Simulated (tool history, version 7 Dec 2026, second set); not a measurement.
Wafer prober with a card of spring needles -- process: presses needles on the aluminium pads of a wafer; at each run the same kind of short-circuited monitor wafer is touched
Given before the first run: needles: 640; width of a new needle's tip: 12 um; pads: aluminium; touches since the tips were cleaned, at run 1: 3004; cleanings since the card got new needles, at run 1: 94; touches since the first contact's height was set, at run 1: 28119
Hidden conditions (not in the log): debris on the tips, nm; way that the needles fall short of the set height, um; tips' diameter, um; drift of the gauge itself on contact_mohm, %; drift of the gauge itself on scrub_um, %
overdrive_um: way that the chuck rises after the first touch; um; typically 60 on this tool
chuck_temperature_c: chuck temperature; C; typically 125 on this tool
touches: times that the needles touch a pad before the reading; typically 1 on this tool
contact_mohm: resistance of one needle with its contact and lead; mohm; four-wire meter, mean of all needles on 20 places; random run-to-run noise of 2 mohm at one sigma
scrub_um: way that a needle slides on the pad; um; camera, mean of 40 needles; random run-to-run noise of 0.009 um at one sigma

run   hour  overdrive_um  chuck_temperature_c  touches  touches since the tips were cleaned  cleanings since the card got new needles  touches since the first contact's height was set  contact_mohm  scrub_um
  1      0            60                  125        1                                 3004                                        94                                             28119           224     9.348
       8.7  -- tips cleaned on abrasive film
  2   25.1            60                  125        1                                 4308                                        95                                             34676           225     9.353
      28.3  -- tips cleaned on abrasive film
        46  -- tips cleaned on abrasive film
      67.3  -- tips cleaned on abrasive film
  3   73.2            60                  125        1                                 1564                                        98                                             47200           220     9.371
      86.6  -- tips cleaned on abrasive film
     104.4  -- tips cleaned on abrasive film
  4  104.4            60                  125        1                                    0                                       100                                             55325           224     9.352
     124.9  -- tips cleaned on abrasive film
     143.4  -- tips cleaned on abrasive film
  5  143.4            60                  125        1                                    0                                       102                                             65491           223     9.352
     163.8  -- tips cleaned on abrasive film
     184.7  -- tips cleaned on abrasive film
     193.7  -- height of the first contact set anew
  6  193.9            60                   51        1                                 2336                                       104                                                53           206     9.356
     203.7  -- tips cleaned on abrasive film
     222.7  -- tips cleaned on abrasive film
  7  231.6            60                   51        1                                 2344                                       106                                              9897           203     9.347
     241.8  -- tips cleaned on abrasive film
     260.4  -- tips cleaned on abrasive film
  8  271.1            60                   51        1                                 2785                                       108                                             20176           206     9.351
     279.4  -- tips cleaned on abrasive film
     299.1  -- tips cleaned on abrasive film
     317.4  -- tips cleaned on abrasive film
  9  317.5            60                   51        1                                   39                                       111                                             32268           205     9.366
     335.3  -- tips cleaned on abrasive film
     353.6  -- tips cleaned on abrasive film
 10  354.9            60                   51        1                                  355                                       113                                             42023           208     9.356
     371.7  -- tips cleaned on abrasive film
 11  380.1            60                   51        1                                 2214                                       114                                             48601           206     9.341
     390.9  -- tips cleaned on abrasive film
 12  402.4            63                   37        1                                 3027                                       115                                             54411           204     9.822
       409  -- tips cleaned on abrasive film
     429.1  -- tips cleaned on abrasive film
     449.8  -- tips cleaned on abrasive film
 13    451            63                   37        1                                  302                                       118                                             67054           202     9.824
     471.5  -- tips cleaned on abrasive film
 14  472.8            60                   32        2                                  354                                       119                                             72755           201     9.364
     492.2  -- tips cleaned on abrasive film
     498.9  -- height of the first contact set anew
 15  498.9            48                   50        1                                 1684                                       120                                                 0           209     7.495
       514  -- tips cleaned on abrasive film
     535.1  -- tips cleaned on abrasive film
 16  535.1            48                   50        1                                    0                                       122                                              9430           208     7.484
     555.7  -- tips cleaned on abrasive film
 17  561.7            48                   50        1                                 1572                                       123                                             16377           216     7.487
       576  -- tips cleaned on abrasive film
     595.5  -- tips cleaned on abrasive film
 18  595.5            41                   50        2                                    0                                       125                                             25173           214     6.376
     616.3  -- tips cleaned on abrasive film
       634  -- tips cleaned on abrasive film
 19  637.3            41                   31        2                                  858                                       127                                             36074           210     6.385
     651.9  -- tips cleaned on abrasive film
     669.9  -- tips cleaned on abrasive film
 20  685.2            70                  104        2                                 4006                                       129                                             48585           219    10.898

Here are 4 independent what-if runs from the current tool condition. What would each one return?
     689.2  -- tips cleaned on abrasive film
     707.3  -- tips cleaned on abrasive film
  A  710.2            70                   92        2                                  745                                       131                                             55070             ?         ?
     689.2  -- tips cleaned on abrasive film
     707.3  -- tips cleaned on abrasive film
  B  710.2            60                   56        1                                  745                                       131                                             55070             ?         ?
     689.2  -- tips cleaned on abrasive film
     707.3  -- tips cleaned on abrasive film
  C  710.2            42                   27        2                                  745                                       131                                             55070             ?         ?
     689.2  -- tips cleaned on abrasive film
     707.3  -- tips cleaned on abrasive film
  D  710.2            42                   33        2                                  745                                       131                                             55070             ?         ?

run  contact_mohm  scrub_um
  A           212     10.92
  B           206     9.352
  C           210     6.545
  D           206     6.549
Without the tool's hidden state the same runs would have given:
run  contact_mohm  scrub_um
  A           212    10.924
  B           206     9.356
  C           210     6.549
  D           206     6.553
